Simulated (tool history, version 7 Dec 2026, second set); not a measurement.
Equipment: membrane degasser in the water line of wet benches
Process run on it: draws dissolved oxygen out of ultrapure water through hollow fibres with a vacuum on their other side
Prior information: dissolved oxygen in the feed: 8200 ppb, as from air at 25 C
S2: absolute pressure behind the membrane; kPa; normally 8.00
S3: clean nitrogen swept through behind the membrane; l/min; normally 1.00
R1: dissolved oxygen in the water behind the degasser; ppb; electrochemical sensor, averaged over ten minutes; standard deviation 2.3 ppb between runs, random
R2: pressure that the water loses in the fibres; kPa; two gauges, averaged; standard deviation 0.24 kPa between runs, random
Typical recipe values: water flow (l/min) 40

run 1 hour=0.0 | water_flow_(l/min)=40 S2=8.00 S3=1.00 | R1=418.9 R2=66.09
run 2 hour=286.9 | water_flow_(l/min)=40 S2=8.00 S3=1.00 | R1=421.5 R2=66.84
run 3 hour=575.6 | water_flow_(l/min)=40 S2=8.00 S3=1.00 | R1=420.7 R2=66.96
run 4 hour=763.2 | water_flow_(l/min)=40 S2=8.00 S3=1.00 | R1=417.1 R2=66.56
-- hour=951.1 seals of the vacuum lines changed
run 5 hour=1085.0 | water_flow_(l/min)=40 S2=8.00 S3=1.00 | R1=422.2 R2=66.87
run 6 hour=1297.4 | water_flow_(l/min)=40 S2=8.00 S3=1.00 | R1=421.6 R2=66.68
run 7 hour=1486.1 | water_flow_(l/min)=40 S2=8.00 S3=1.00 | R1=423.6 R2=67.34
run 8 hour=1793.7 | water_flow_(l/min)=40 S2=11.57 S3=1.00 | R1=681.0 R2=67.01
run 9 hour=1943.1 | water_flow_(l/min)=40 S2=11.57 S3=1.00 | R1=690.2 R2=67.54
run 10 hour=2110.8 | water_flow_(l/min)=40 S2=8.00 S3=1.00 | R1=427.2 R2=67.54
run 11 hour=2275.3 | water_flow_(l/min)=27 S2=14.99 S3=1.00 | R1=652.4 R2=45.58
run 12 hour=2509.7 | water_flow_(l/min)=32 S2=7.97 S3=1.92 | R1=197.7 R2=54.37
-- hour=2528.7 vacuum gauge calibrated
run 13 hour=2729.9 | water_flow_(l/min)=34 S2=8.00 S3=1.00 | R1=358.6 R2=57.69
run 14 hour=3026.0 | water_flow_(l/min)=61 S2=8.00 S3=1.00 | R1=751.0 R2=103.36
run 15 hour=3182.5 | water_flow_(l/min)=36 S2=8.00 S3=1.00 | R1=380.9 R2=61.57
run 16 hour=3485.1 | water_flow_(l/min)=40 S2=9.63 S3=1.49 | R1=417.4 R2=68.07
run 17 hour=3691.0 | water_flow_(l/min)=27 S2=8.92 S3=1.00 | R1=337.6 R2=46.18
-- hour=3739.4 vacuum gauge calibrated, once more
run 18 hour=3907.5 | water_flow_(l/min)=27 S2=8.92 S3=1.00 | R1=328.3 R2=45.92
run 19 hour=4059.1 | water_flow_(l/min)=27 S2=8.92 S3=1.00 | R1=324.0 R2=46.15
run 20 hour=4305.2 | water_flow_(l/min)=27 S2=8.92 S3=1.00 | R1=327.3 R2=46.64

Some steps in R1, run to run, broken into two amounts with sign: the step expected even without the hidden condition (settings, incoming material, random variation), and the rest, left for the hidden condition together with whatever gauge scatter is not in both the measured and the hidden-condition-free result:
Hidden state present: membrane still open, %; true pressure behind the membrane over the reading, kPa; air that leaks in behind the membrane, l/min; drift of the gauge itself on oxygen_ppb, %; drift of the gauge itself on loss_of_pressure_kpa, %.
Run 11 -> 12: water flow (l/min) 27 -> 32, S2 14.99 -> 7.97, S3 1.00 -> 1.92. R1 -454.7 ppb: hidden state +1.0, all else -455.7.
Run 13 -> 14: water flow (l/min) 34 -> 61. R1 +392.4 ppb: hidden state +37.5, all else +354.9.
Run 14 -> 15: water flow (l/min) 61 -> 36. R1 -370.1 ppb: hidden state -34.5, all else -335.6.
